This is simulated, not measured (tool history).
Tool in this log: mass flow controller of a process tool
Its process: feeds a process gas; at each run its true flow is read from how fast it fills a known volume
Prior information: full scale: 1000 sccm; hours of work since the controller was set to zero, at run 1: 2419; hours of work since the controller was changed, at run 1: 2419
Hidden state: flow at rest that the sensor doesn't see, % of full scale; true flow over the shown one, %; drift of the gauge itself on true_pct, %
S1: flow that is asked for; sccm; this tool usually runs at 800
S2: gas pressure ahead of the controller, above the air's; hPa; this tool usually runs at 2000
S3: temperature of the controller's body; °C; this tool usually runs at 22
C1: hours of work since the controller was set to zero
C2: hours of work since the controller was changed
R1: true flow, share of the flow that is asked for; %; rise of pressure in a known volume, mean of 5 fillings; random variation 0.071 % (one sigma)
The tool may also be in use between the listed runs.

run    hour   S1    S2  S3    C1    C2      R1
  1     0.0  800  2000  22  2419  2419   97.47
  2   223.3  800  2000  22  2552  2552   97.42
  3   382.7  800  2000  22  2648  2648   97.38
  4   623.5  371  2000  22  2792  2792   96.00
  5   940.5  371  2000  22  2981  2981   95.83
  6  1153.8  180  2000  22  3109  3109   93.03
  7  1305.4  180  2000  22  3200  3200   92.74
  8  1449.4  180  2000  22  3286  3286   92.55
  9  1654.2  180  2000  22  3409  3409   92.18
 10  1961.1  800  1970  22  3592  3592   96.42
 11  2112.1  800  1970  22  3683  3683   96.37
 12  2273.2  800  1970  22  3779  3779   96.38
 13  2438.9  800  2000  22  3878  3878   96.12
 14  2581.0  800  2000  22  3963  3963   96.18
 15  2744.6  800  2000  22  4061  4061   96.05
 16  3011.7  800  1910  22  4221  4221   95.88
 17  3156.4  800  1910  22  4307  4307   95.72
 18  3310.2  800  2000  22  4400  4400   95.81
 19  3581.2  873  2000  22  4562  4562   95.83
 20  3814.3  873  2260  22  4701  4701   95.62
 21  4107.8  873  2260  22  4877  4877   95.41
 22  4260.8  873  2260  22  4968  4968   95.43
 23  4426.2  511  2000  22  5067  5067   94.01
 24  4733.5  240  1580  21  5251  5251   90.44
 25  5050.5  240  1580  21  5441  5441   90.00
     5227.0  -- controller's zero set anew
 26  5332.0  240  1580  21    63  5609   95.89
 27  5502.4  104  1550  21   165  5711   95.31
 28  5693.5  618  1690  24   279  5825   96.09
 29  6007.6  618  1690  24   467  6013   96.13
 30  6307.5  618  1930  39   647  6193   96.80
 31  6455.1  480  2120  26   735  6281   95.85
 32  6643.4  800  1860  22   848  6394   95.64
 33  6867.1  800  1860  22   981  6528   95.58
 34  7096.0  326  2000  34  1118  6665   95.44
 35  7274.2  366  2450  37  1225  6771   95.73
 36  7596.2  800  1780  33  1418  6964   95.85
 37  7851.4  800  1940  31  1570  7117   95.63
 38  8148.4  103  2560  24  1748  7295   90.63
 39  8331.4  230  2000  22  1858  7404   92.92
 40  8479.6  204  2000  22  1946  7493   92.42
 41  8760.7  134  2000  38  2115  7661   91.64
 42  8998.5  134  2000  37  2257  7803   91.25
     9145.8  -- controller exchanged for a calibrated one
 43  9260.4  698  1540  32    69    69  100.07

Across each entry between runs, compare the hidden state at the last listed run before it with the hidden state at the first listed run after it:
In the gap between runs 25 and 26: controller's zero set anew (hour 5227.0)
  flow at rest that the sensor doesn't see, % of full scale: -1.486 -> -0.041; true flow over the shown one, %: -3.13 -> -3.23
  measured less the result without the state, R1: -9.32 -> -3.40 %
In the gap between runs 42 and 43: controller exchanged for a calibrated one (hour 9145.8)
  flow at rest that the sensor doesn't see, % of full scale: -0.627 -> -0.058; true flow over the shown one, %: -4.59 -> -0.07
  measured less the result without the state, R1: -9.27 -> -0.15 %
